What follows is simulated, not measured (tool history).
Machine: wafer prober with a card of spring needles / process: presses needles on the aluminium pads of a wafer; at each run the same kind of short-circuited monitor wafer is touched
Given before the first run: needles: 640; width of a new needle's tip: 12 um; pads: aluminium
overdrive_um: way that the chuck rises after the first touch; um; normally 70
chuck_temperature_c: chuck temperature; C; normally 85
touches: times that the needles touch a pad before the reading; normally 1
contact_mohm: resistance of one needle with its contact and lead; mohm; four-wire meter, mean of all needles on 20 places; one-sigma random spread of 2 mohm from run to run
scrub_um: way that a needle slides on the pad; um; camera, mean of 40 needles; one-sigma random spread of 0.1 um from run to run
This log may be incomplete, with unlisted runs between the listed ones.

run	hour	overdrive_um	chuck_temperature_c	touches	contact_mohm	scrub_um
1	0	70	85	1	267	17.99
# hour 0.8: tips cleaned on abrasive film
# hour 4.3: tips cleaned on abrasive film
# hour 7.8: tips cleaned on abrasive film
# hour 11.3: tips cleaned on abrasive film
# hour 14.9: tips cleaned on abrasive film
# hour 17.7: tips cleaned on abrasive film
2	19.7	70	104	1	259	17.85
# hour 21.1: tips cleaned on abrasive film
# hour 24: tips cleaned on abrasive film
# hour 27.5: tips cleaned on abrasive film
# hour 30.3: tips cleaned on abrasive film
# hour 33.8: tips cleaned on abrasive film
3	34.2	70	85	1	228	17.76
# hour 37: tips cleaned on abrasive film
# hour 40.5: tips cleaned on abrasive film
# hour 44: tips cleaned on abrasive film
# hour 47.5: tips cleaned on abrasive film
# hour 51.1: tips cleaned on abrasive film
# hour 54.6: tips cleaned on abrasive film
# hour 57.6: tips cleaned on abrasive film
4	57.6	70	85	1	224	17.74
# hour 61.1: tips cleaned on abrasive film
# hour 64: tips cleaned on abrasive film
# hour 67.5: tips cleaned on abrasive film
5	68.9	70	85	1	260	17.59
# hour 71: tips cleaned on abrasive film
# hour 74.5: tips cleaned on abrasive film
# hour 78: tips cleaned on abrasive film
# hour 81.6: tips cleaned on abrasive film
# hour 85.1: tips cleaned on abrasive film
6	87	70	80	1	259	17.49
# hour 88.5: tips cleaned on abrasive film
# hour 91.3: tips cleaned on abrasive film
# hour 94.8: tips cleaned on abrasive film
# hour 98.4: tips cleaned on abrasive film
# hour 101.9: tips cleaned on abrasive film
# hour 104.7: tips cleaned on abrasive film
# hour 108.2: tips cleaned on abrasive film
# hour 111.7: tips cleaned on abrasive film
7	112	70	85	3	216	17.25
# hour 114.8: tips cleaned on abrasive film
# hour 118.3: tips cleaned on abrasive film
# hour 121.9: tips cleaned on abrasive film
# hour 124.7: tips cleaned on abrasive film
# hour 128.2: tips cleaned on abrasive film
8	129.3	70	85	3	231	16.99
# hour 131.4: tips cleaned on abrasive film
# hour 134.9: tips cleaned on abrasive film
# hour 138.5: tips cleaned on abrasive film
# hour 141.9: tips cleaned on abrasive film
9	141.9	70	85	2	219	17.06
# hour 144.7: tips cleaned on abrasive film
# hour 148.2: tips cleaned on abrasive film
# hour 151.7: tips cleaned on abrasive film
# hour 155.3: tips cleaned on abrasive film
10	155.8	70	85	2	227	17.01
# hour 158.7: tips cleaned on abrasive film
# hour 162.2: tips cleaned on abrasive film
# hour 165: tips cleaned on abrasive film
# hour 167.4: height of the first contact set anew
# hour 168.8: tips cleaned on abrasive film
# hour 171.7: tips cleaned on abrasive film
11	173.6	57	85	1	289	14.93
# hour 175: tips cleaned on abrasive film
# hour 177.9: tips cleaned on abrasive film
# hour 181.4: tips cleaned on abrasive film
# hour 184.9: tips cleaned on abrasive film
# hour 188.4: tips cleaned on abrasive film
12	189.7	74	33	1	239	19.3
# hour 191.9: tips cleaned on abrasive film
# hour 194.7: tips cleaned on abrasive film
# hour 198.2: tips cleaned on abrasive film
# hour 201.7: tips cleaned on abrasive film
# hour 204.6: tips cleaned on abrasive film
13	206.2	74	33	1	247	18.88
# hour 207.7: tips cleaned on abrasive film
# hour 211.2: tips cleaned on abrasive film
# hour 214.7: tips cleaned on abrasive film
# hour 218.2: tips cleaned on abrasive film
# hour 221: tips cleaned on abrasive film
# hour 224.6: tips cleaned on abrasive film
# hour 228.1: tips cleaned on abrasive film
# hour 231.6: tips cleaned on abrasive film
14	232.7	81	60	2	220	20.52
# hour 234.8: tips cleaned on abrasive film
# hour 238.3: tips cleaned on abrasive film
# hour 241.2: tips cleaned on abrasive film
# hour 244.7: tips cleaned on abrasive film
# hour 247.5: tips cleaned on abrasive film
# hour 251.1: tips cleaned on abrasive film
# hour 254.6: tips cleaned on abrasive film
# hour 257.4: tips cleaned on abrasive film
15	259.3	81	60	2	232	20.57
# hour 260.7: tips cleaned on abrasive film
# hour 264.2: tips cleaned on abrasive film
# hour 267.8: tips cleaned on abrasive film
# hour 271.3: tips cleaned on abrasive film
# hour 274.8: tips cleaned on abrasive film
# hour 278.3: tips cleaned on abrasive film
16	278.3	70	117	2	226	17.44
# hour 281.2: tips cleaned on abrasive film
# hour 284.7: tips cleaned on abrasive film
# hour 287.5: tips cleaned on abrasive film
# hour 291: tips cleaned on abrasive film
# hour 303: card fitted with new needles
17	305.5	70	117	2	236	18.33
# hour 306.3: tips cleaned on abrasive film
# hour 309.8: tips cleaned on abrasive film
# hour 313.3: tips cleaned on abrasive film
# hour 316.1: tips cleaned on abrasive film
# hour 319.6: tips cleaned on abrasive film
# hour 323.2: tips cleaned on abrasive film
18	325.6	70	117	2	237	18.36
# hour 326.4: tips cleaned on abrasive film
# hour 329.9: tips cleaned on abrasive film
# hour 333.5: tips cleaned on abrasive film
# hour 337: tips cleaned on abrasive film
# hour 339.8: tips cleaned on abrasive film
# hour 343.3: tips cleaned on abrasive film
# hour 346.9: tips cleaned on abrasive film
19	349.3	70	117	2	234	17.89
# hour 350: tips cleaned on abrasive film
# hour 352.9: tips cleaned on abrasive film
# hour 356.4: tips cleaned on abrasive film
# hour 359.9: tips cleaned on abrasive film
# hour 363.4: tips cleaned on abrasive film
# hour 366.9: tips cleaned on abrasive film
20	368.9	70	117	2	233	17.77
# hour 370.4: tips cleaned on abrasive film
# hour 373.2: tips cleaned on abrasive film
# hour 376.7: tips cleaned on abrasive film
# hour 379.5: tips cleaned on abrasive film
# hour 383.1: tips cleaned on abrasive film
# hour 386.6: tips cleaned on abrasive film
21	388.6	70	61	2	224	17.74
# hour 389.5: tips cleaned on abrasive film
# hour 393: tips cleaned on abrasive film
# hour 396.5: tips cleaned on abrasive film
# hour 400: tips cleaned on abrasive film
# hour 403.5: tips cleaned on abrasive film
# hour 406.4: tips cleaned on abrasive film
# hour 409.9: tips cleaned on abrasive film
# hour 412.7: tips cleaned on abrasive film
22	413.7	64	32	1	222	16.02

Predict each of these 4 candidate next runs independently; none follows another, all start after run 22:
# hour 415.9: tips cleaned on abrasive film
# hour 418.7: tips cleaned on abrasive film
# hour 422.2: tips cleaned on abrasive film
# hour 425: tips cleaned on abrasive film
# hour 428.6: tips cleaned on abrasive film
# hour 432.1: tips cleaned on abrasive film
A	432.7	70	85	2	?	?
# hour 415.9: tips cleaned on abrasive film
# hour 418.7: tips cleaned on abrasive film
# hour 422.2: tips cleaned on abrasive film
# hour 425: tips cleaned on abrasive film
# hour 428.6: tips cleaned on abrasive film
# hour 432.1: tips cleaned on abrasive film
B	432.7	56	28	1	?	?
# hour 415.9: tips cleaned on abrasive film
# hour 418.7: tips cleaned on abrasive film
# hour 422.2: tips cleaned on abrasive film
# hour 425: tips cleaned on abrasive film
# hour 428.6: tips cleaned on abrasive film
# hour 432.1: tips cleaned on abrasive film
C	432.7	61	91	1	?	?
# hour 415.9: tips cleaned on abrasive film
# hour 418.7: tips cleaned on abrasive film
# hour 422.2: tips cleaned on abrasive film
# hour 425: tips cleaned on abrasive film
# hour 428.6: tips cleaned on abrasive film
# hour 432.1: tips cleaned on abrasive film
D	432.7	60	33	1	?	?

run	contact_mohm	scrub_um
A	221	17.34
B	223	13.85
C	228	14.98
D	221	14.77
The same runs, with their run-to-run variation unchanged, on a tool lacking any hidden condition would have given:
run	contact_mohm	scrub_um
A	213	18.19
B	202	14.7
C	212	15.83
D	202	15.62
